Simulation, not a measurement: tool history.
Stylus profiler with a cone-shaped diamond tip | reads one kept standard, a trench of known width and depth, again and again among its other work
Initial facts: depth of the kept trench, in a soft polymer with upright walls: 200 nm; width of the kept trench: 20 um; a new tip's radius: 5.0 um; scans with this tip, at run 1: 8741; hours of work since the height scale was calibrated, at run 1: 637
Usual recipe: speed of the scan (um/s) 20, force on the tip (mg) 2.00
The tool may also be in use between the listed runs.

| run | hour | speed of the scan (um/s) | force on the tip (mg) | scans with this tip | hours of work since the height scale was calibrated | depth of the trench (Å) | width of the trench's floor (µm) |
|---|---|---|---|---|---|---|---|
| 1 | 0.0 | 20 | 2.00 | 8741 | 637 | 2025.4 | 16.28 |
| 2 | 43.4 | 20 | 2.00 | 9091 | 662 | 2026.3 | 16.23 |
| 3 | 81.1 | 20 | 2.00 | 9395 | 684 | 2026.5 | 16.31 |
| 4 | 118.7 | 20 | 2.00 | 9698 | 706 | 2025.7 | 16.27 |
| 5 | 142.8 | 20 | 2.00 | 9893 | 721 | 2026.2 | 16.28 |
| 6 | 169.7 | 20 | 2.00 | 10110 | 736 | 2026.0 | 16.18 |
| 7 | 224.5 | 20 | 2.00 | 10552 | 769 | 2026.2 | 16.19 |
| 8 | 283.3 | 20 | 2.00 | 11026 | 803 | 2025.5 | 16.10 |
| 9 | 328.6 | 20 | 2.00 | 11392 | 830 | 2027.1 | 16.07 |
| 10 | 386.2 | 20 | 2.00 | 11857 | 864 | 2026.1 | 16.02 |
| 11 | 441.9 | 20 | 2.00 | 12306 | 896 | 2026.8 | 16.02 |
| 12 | 495.3 | 20 | 2.00 | 12737 | 928 | 2028.2 | 15.96 |
| 13 | 540.4 | 9 | 2.00 | 13101 | 954 | 2027.5 | 16.02 |
|  | 562.1 | new tip fitted, height scale calibrated |
| 14 | 601.6 | 9 | 2.00 | 319 | 23 | 2022.0 | 17.12 |
| 15 | 655.2 | 9 | 2.00 | 751 | 55 | 2021.2 | 17.09 |
| 16 | 680.4 | 12 | 2.00 | 954 | 70 | 2022.3 | 16.99 |
| 17 | 708.5 | 12 | 2.00 | 1181 | 86 | 2022.2 | 16.99 |
| 18 | 761.6 | 9 | 2.00 | 1609 | 117 | 2022.7 | 17.02 |
| 19 | 793.8 | 20 | 2.09 | 1869 | 136 | 2024.0 | 16.98 |
| 20 | 839.4 | 20 | 0.77 | 2237 | 163 | 2011.1 | 16.82 |
| 21 | 872.5 | 6 | 2.00 | 2504 | 182 | 2022.3 | 16.87 |
| 22 | 903.0 | 20 | 2.00 | 2750 | 200 | 2023.2 | 16.84 |
| 23 | 945.5 | 20 | 2.00 | 3093 | 225 | 2023.1 | 16.81 |
| 24 | 978.6 | 20 | 3.62 | 3361 | 245 | 2034.6 | 16.77 |
| 25 | 1028.5 | 12 | 4.51 | 3763 | 274 | 2039.2 | 16.78 |
| 26 | 1074.7 | 18 | 0.88 | 4136 | 301 | 2013.9 | 16.60 |
| 27 | 1123.5 | 18 | 0.88 | 4529 | 330 | 2014.5 | 16.63 |
| 28 | 1166.7 | 7 | 1.36 | 4878 | 355 | 2018.1 | 16.67 |
| 29 | 1211.5 | 7 | 1.36 | 5239 | 382 | 2018.4 | 16.59 |
| 30 | 1258.0 | 12 | 1.36 | 5615 | 409 | 2019.2 | 16.57 |
| 31 | 1287.8 | 12 | 1.36 | 5855 | 427 | 2018.3 | 16.52 |
| 32 | 1333.4 | 9 | 3.61 | 6222 | 453 | 2035.5 | 16.51 |
| 33 | 1371.6 | 16 | 1.84 | 6531 | 476 | 2023.6 | 16.41 |
| 34 | 1405.4 | 9 | 2.68 | 6804 | 496 | 2030.4 | 16.56 |
| 35 | 1434.5 | 35 | 0.94 | 7038 | 513 | 2015.4 | 16.33 |
| 36 | 1458.7 | 7 | 2.00 | 7234 | 527 | 2024.2 | 16.42 |

For run 37, what comes out?
| 37 | 1492.7 | 6 | 2.63 | 7508 | 547 | ? | ? |

{"run 37": {"depth of the trench (Å)": 2028.3, "width of the trench's floor (µm)": 16.42}}
If the tool had no hidden condition, the same run with the same run-to-run variation would have returned depth of the trench (Å) 2026.6, width of the trench's floor (µm) 17.18.
